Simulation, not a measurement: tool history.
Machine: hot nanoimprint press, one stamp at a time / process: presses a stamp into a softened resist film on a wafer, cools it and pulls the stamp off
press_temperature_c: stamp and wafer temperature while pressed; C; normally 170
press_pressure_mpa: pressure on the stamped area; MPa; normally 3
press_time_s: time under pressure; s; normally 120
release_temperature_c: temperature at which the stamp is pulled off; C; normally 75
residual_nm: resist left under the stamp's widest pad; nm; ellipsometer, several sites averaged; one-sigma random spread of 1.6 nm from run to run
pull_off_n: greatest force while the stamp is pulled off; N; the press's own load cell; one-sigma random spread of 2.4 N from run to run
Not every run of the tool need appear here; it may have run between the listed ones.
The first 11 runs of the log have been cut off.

Run 12, hour 244.3: usual settings but press_temperature_c 177 C, press_pressure_mpa 2.13 MPa. Result: residual_nm 253 nm, pull_off_n 122 N.
Run 13, hour 262: usual settings but press_temperature_c 177 C, press_pressure_mpa 2.13 MPa. Result: residual_nm 253.9 nm, pull_off_n 128 N.
Run 14, hour 287.1: usual settings but press_temperature_c 177 C, press_pressure_mpa 2.13 MPa. Result: residual_nm 258.3 nm, pull_off_n 118 N.
Run 15, hour 312.2: usual settings but press_temperature_c 177 C, press_pressure_mpa 2.13 MPa. Result: residual_nm 253.3 nm, pull_off_n 128 N.
Run 16, hour 329.5: usual settings but press_temperature_c 177 C, press_pressure_mpa 2.13 MPa. Result: residual_nm 255 nm, pull_off_n 126 N.
At hour 340.6: stamp cleaned and given a new release coat.
Run 17, hour 357.9: usual settings but press_temperature_c 158 C, press_pressure_mpa 2.13 MPa, press_time_s 119 s. Result: residual_nm 446.1 nm, pull_off_n 116 N.
Run 18, hour 381.6: usual settings but press_temperature_c 158 C, press_pressure_mpa 2.13 MPa, press_time_s 119 s. Result: residual_nm 445 nm, pull_off_n 115 N.
Run 19, hour 402.3: usual settings but press_time_s 185 s. Result: residual_nm 245.4 nm, pull_off_n 117 N.
Run 20, hour 415.3: usual settings but press_temperature_c 181 C, press_pressure_mpa 2.31 MPa, press_time_s 70 s, release_temperature_c 83 C. Result: residual_nm 255.1 nm, pull_off_n 109 N.
Run 21, hour 436.6: usual settings but press_temperature_c 181 C, press_pressure_mpa 2.5 MPa, press_time_s 70 s, release_temperature_c 80 C. Result: residual_nm 244.9 nm, pull_off_n 115 N.
Run 22, hour 462.4: usual settings but press_temperature_c 181 C, press_pressure_mpa 2.5 MPa, press_time_s 70 s, release_temperature_c 80 C. Result: residual_nm 244.5 nm, pull_off_n 116 N.
Run 23, hour 478.6: usual settings but press_temperature_c 171 C, press_pressure_mpa 2.5 MPa, press_time_s 70 s, release_temperature_c 80 C. Result: residual_nm 344 nm, pull_off_n 113 N.
Run 24, hour 492.8: usual settings but press_temperature_c 181 C, release_temperature_c 77 C. Result: residual_nm 183.1 nm, pull_off_n 117 N.
Run 25, hour 516.2: usual settings but press_time_s 66 s, release_temperature_c 72 C. Result: residual_nm 336.2 nm, pull_off_n 135 N.
At hour 534.3: stamp cleaned and given a new release coat.
Run 26, hour 547.7: usual settings but press_temperature_c 171 C, press_time_s 98 s. Result: residual_nm 289.2 nm, pull_off_n 112 N.
Run 27, hour 571.9: usual settings but press_temperature_c 171 C, press_time_s 98 s. Result: residual_nm 292 nm, pull_off_n 113 N.
Run 28, hour 593.2: usual settings but press_temperature_c 175 C, press_pressure_mpa 4.65 MPa, press_time_s 83 s, release_temperature_c 78 C. Result: residual_nm 216.3 nm, pull_off_n 111 N.
Run 29, hour 615.5: usual settings but press_temperature_c 182 C, press_pressure_mpa 4.49 MPa. Result: residual_nm 142.7 nm, pull_off_n 121 N.
Run 30, hour 627.3: usual settings but press_temperature_c 182 C, press_pressure_mpa 4.49 MPa. Result: residual_nm 140.7 nm, pull_off_n 123 N.

Predict each of these 3 candidate next runs independently; none follows another, all start after run 30:
Run A, hour 640.1: usual settings but press_time_s 99 s. Result: residual_nm ?, pull_off_n ?.
Run B, hour 640.1: usual settings but press_time_s 74 s. Result: residual_nm ?, pull_off_n ?.
Run C, hour 640.1: usual settings but press_temperature_c 182 C, press_pressure_mpa 4.49 MPa, press_time_s 206 s. Result: residual_nm ?, pull_off_n ?.

run  residual_nm  pull_off_n
  A        297.7         121
  B        325.3         116
  C        113.3         118
Take away the tool's hidden state, keep each run's random variation, and the runs would have read:
run  residual_nm  pull_off_n
  A          304         113
  B        331.6         109
  C        115.3         110
